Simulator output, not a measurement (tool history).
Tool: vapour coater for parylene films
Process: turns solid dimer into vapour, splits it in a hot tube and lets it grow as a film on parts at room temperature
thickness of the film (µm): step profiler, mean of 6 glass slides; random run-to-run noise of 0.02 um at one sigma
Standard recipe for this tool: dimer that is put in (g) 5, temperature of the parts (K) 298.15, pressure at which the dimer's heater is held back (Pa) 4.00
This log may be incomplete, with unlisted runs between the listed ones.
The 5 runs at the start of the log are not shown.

run   hour  dimer that is put in (g)  temperature of the parts (K)  pressure at which the dimer's heater is held back (Pa)  hours of work since the trap's valve was overhauled  hours of work since the table's thermometer was calibrated  thickness of the film (µm)
  6  112.2                         5                        298.15                                                    4.00                                                  265                                                         361                        1.25
  7  141.1                         5                        298.15                                                    4.00                                                  278                                                         375                        1.25
  8  158.9                         5                        298.15                                                    4.00                                                  287                                                         383                        1.27
  9  182.8                         5                        298.15                                                    4.00                                                  298                                                         394                        1.22
 10  195.3                         5                        298.15                                                    4.00                                                  303                                                         399                        1.25
 11  220.0                         5                        298.15                                                    4.00                                                  315                                                         411                        1.21
 12  245.2                         5                        298.15                                                    4.00                                                  326                                                         422                        1.28
 13  273.6                         5                        298.15                                                    4.00                                                  339                                                         435                        1.28
 14  290.5                         3                        298.15                                                    4.00                                                  347                                                         443                        0.75
 15  315.4                         3                        298.15                                                    4.00                                                  358                                                         454                        0.74
 16  331.9                         5                        296.15                                                    4.32                                                  366                                                         462                        1.37
 17  357.5                         5                        296.15                                                    4.32                                                  378                                                         474                        1.39
 18  370.1                         3                        310.15                                                    6.08                                                  383                                                         479                        0.46
 19  397.4                         6                        305.15                                                    4.00                                                  396                                                         492                        1.14
 20  412.4                         3                        309.15                                                    2.17                                                  403                                                         499                        0.54
 21  436.2                         6                        297.15                                                   11.30                                                  414                                                         510                        1.37

For run 22, what comes out?
 22  462.7                         6                        297.15                                                   11.30                                                  426                                                         522                           ?

{"run 22": {"thickness of the film (µm)": 1.36}}
Without the tool's hidden state the same run would have given thickness of the film (µm) 1.37.

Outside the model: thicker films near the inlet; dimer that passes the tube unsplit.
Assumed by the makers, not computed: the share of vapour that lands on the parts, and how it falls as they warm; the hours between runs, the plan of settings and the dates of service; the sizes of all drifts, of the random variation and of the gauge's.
